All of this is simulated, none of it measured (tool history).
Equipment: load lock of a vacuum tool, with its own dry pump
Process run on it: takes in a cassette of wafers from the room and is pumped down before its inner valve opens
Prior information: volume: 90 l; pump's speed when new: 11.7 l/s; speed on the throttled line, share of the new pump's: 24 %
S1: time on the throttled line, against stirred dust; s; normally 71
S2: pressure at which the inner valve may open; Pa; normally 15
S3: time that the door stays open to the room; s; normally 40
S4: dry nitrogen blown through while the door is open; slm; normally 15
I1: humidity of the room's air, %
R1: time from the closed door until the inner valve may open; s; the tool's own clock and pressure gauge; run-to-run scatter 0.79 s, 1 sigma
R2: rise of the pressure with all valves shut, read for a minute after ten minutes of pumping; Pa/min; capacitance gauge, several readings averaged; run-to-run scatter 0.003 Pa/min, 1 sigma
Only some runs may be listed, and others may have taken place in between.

{"run": 1, "hour": 0.0, "S1": 71, "S2": 15, "S3": 40, "S4": 15, "I1": 46.3, "R1": 122.2, "R2": 0.014}
{"run": 2, "hour": 220.7, "S1": 71, "S2": 15, "S3": 40, "S4": 15, "I1": 43, "R1": 123.5, "R2": 0.018}
{"run": 3, "hour": 437.7, "S1": 71, "S2": 15, "S3": 40, "S4": 20, "I1": 45, "R1": 123.1, "R2": 0.016}
{"run": 4, "hour": 623.2, "S1": 71, "S2": 15, "S3": 40, "S4": 20, "I1": 43.5, "R1": 121.8, "R2": 0.013}
{"run": 5, "hour": 729.3, "S1": 71, "S2": 15, "S3": 40, "S4": 20, "I1": 42.6, "R1": 121.2, "R2": 0.013}
{"run": 6, "hour": 871.9, "S1": 71, "S2": 15, "S3": 40, "S4": 20, "I1": 47.9, "R1": 121, "R2": 0.017}
{"run": 7, "hour": 1053.1, "S1": 71, "S2": 15, "S3": 48, "S4": 15, "I1": 41.7, "R1": 124.1, "R2": 0.016}
{"run": 8, "hour": 1240.5, "S1": 71, "S2": 15, "S3": 48, "S4": 15, "I1": 48.3, "R1": 124, "R2": 0.021}
{"run": 9, "hour": 1414.6, "S1": 71, "S2": 15, "S3": 48, "S4": 15, "I1": 46.9, "R1": 122.8, "R2": 0.014}
{"run": 10, "hour": 1602.4, "S1": 71, "S2": 13, "S3": 40, "S4": 15, "I1": 44, "R1": 124, "R2": 0.019}
{"run": 11, "hour": 1757.9, "S1": 71, "S2": 13, "S3": 40, "S4": 15, "I1": 42.4, "R1": 124.2, "R2": 0.016}
{"run": 12, "hour": 1862.5, "S1": 71, "S2": 15, "S3": 40, "S4": 15, "I1": 44.7, "R1": 120.5, "R2": 0.015}
{"run": 13, "hour": 2048.8, "S1": 71, "S2": 15, "S3": 40, "S4": 15, "I1": 48.3, "R1": 121.6, "R2": 0.013}
{"run": 14, "hour": 2243.2, "S1": 71, "S2": 15, "S3": 64, "S4": 15, "I1": 47.4, "R1": 123.2, "R2": 0.023}
{"run": 15, "hour": 2368.3, "S1": 71, "S2": 15, "S3": 64, "S4": 15, "I1": 47.2, "R1": 123.5, "R2": 0.019}
{"run": 16, "hour": 2487.8, "S1": 71, "S2": 15, "S3": 64, "S4": 15, "I1": 43.7, "R1": 123.5, "R2": 0.023}
{"run": 17, "hour": 2643.4, "S1": 71, "S2": 15, "S3": 64, "S4": 15, "I1": 47, "R1": 122.3, "R2": 0.02}
{"run": 18, "hour": 2801.5, "S1": 71, "S2": 15, "S3": 64, "S4": 15, "I1": 46.5, "R1": 123.3, "R2": 0.016}
{"hour": 3020.9, "done": "dry pump taken out, an overhauled one fitted"}
{"run": 19, "hour": 3035.6, "S1": 71, "S2": 15, "S3": 64, "S4": 15, "I1": 45, "R1": 122.4, "R2": 0.019}
{"run": 20, "hour": 3214.7, "S1": 71, "S2": 26, "S3": 93, "S4": 15, "I1": 46.2, "R1": 118.6, "R2": 0.028}
{"run": 21, "hour": 3395.5, "S1": 91, "S2": 24, "S3": 93, "S4": 15, "I1": 43.3, "R1": 134.2, "R2": 0.024}
{"run": 22, "hour": 3607.7, "S1": 71, "S2": 15, "S3": 228, "S4": 4, "I1": 46.4, "R1": 123.7, "R2": 0.063}
{"run": 23, "hour": 3738.2, "S1": 107, "S2": 20, "S3": 80, "S4": 20, "I1": 44.4, "R1": 146.7, "R2": 0.021}
{"run": 24, "hour": 3848.2, "S1": 107, "S2": 20, "S3": 80, "S4": 20, "I1": 43.7, "R1": 148.4, "R2": 0.02}
{"run": 25, "hour": 4025.8, "S1": 107, "S2": 20, "S3": 111, "S4": 41, "I1": 48.1, "R1": 148, "R2": 0.019}
{"run": 26, "hour": 4185.4, "S1": 107, "S2": 20, "S3": 111, "S4": 41, "I1": 46.2, "R1": 147.3, "R2": 0.014}
{"run": 27, "hour": 4406.8, "S1": 107, "S2": 20, "S3": 111, "S4": 41, "I1": 48.9, "R1": 148.3, "R2": 0.017}
{"run": 28, "hour": 4531.6, "S1": 71, "S2": 24, "S3": 40, "S4": 15, "I1": 44.7, "R1": 119.6, "R2": 0.02}
{"run": 29, "hour": 4631.7, "S1": 71, "S2": 24, "S3": 40, "S4": 15, "I1": 42.8, "R1": 118.7, "R2": 0.012}
{"run": 30, "hour": 4855.6, "S1": 46, "S2": 26, "S3": 35, "S4": 21, "I1": 41.5, "R1": 99.5, "R2": 0.021}
{"run": 31, "hour": 4992.1, "S1": 46, "S2": 26, "S3": 35, "S4": 21, "I1": 43.8, "R1": 99.1, "R2": 0.013}
{"run": 32, "hour": 5177.2, "S1": 46, "S2": 26, "S3": 35, "S4": 21, "I1": 48.2, "R1": 99.8, "R2": 0.013}

Expected results for the next run?
{"run": 33, "hour": 5362.0, "S1": 71, "S2": 10, "S3": 40, "S4": 6, "I1": 49, "R1": "?", "R2": "?"}

R1: 124.9 s
R2: 0.021 Pa/min
Take away the tool's hidden state, keep the run-to-run variation as it was, and the same run would have given R1 124.9 s, R2 0.02 Pa/min.
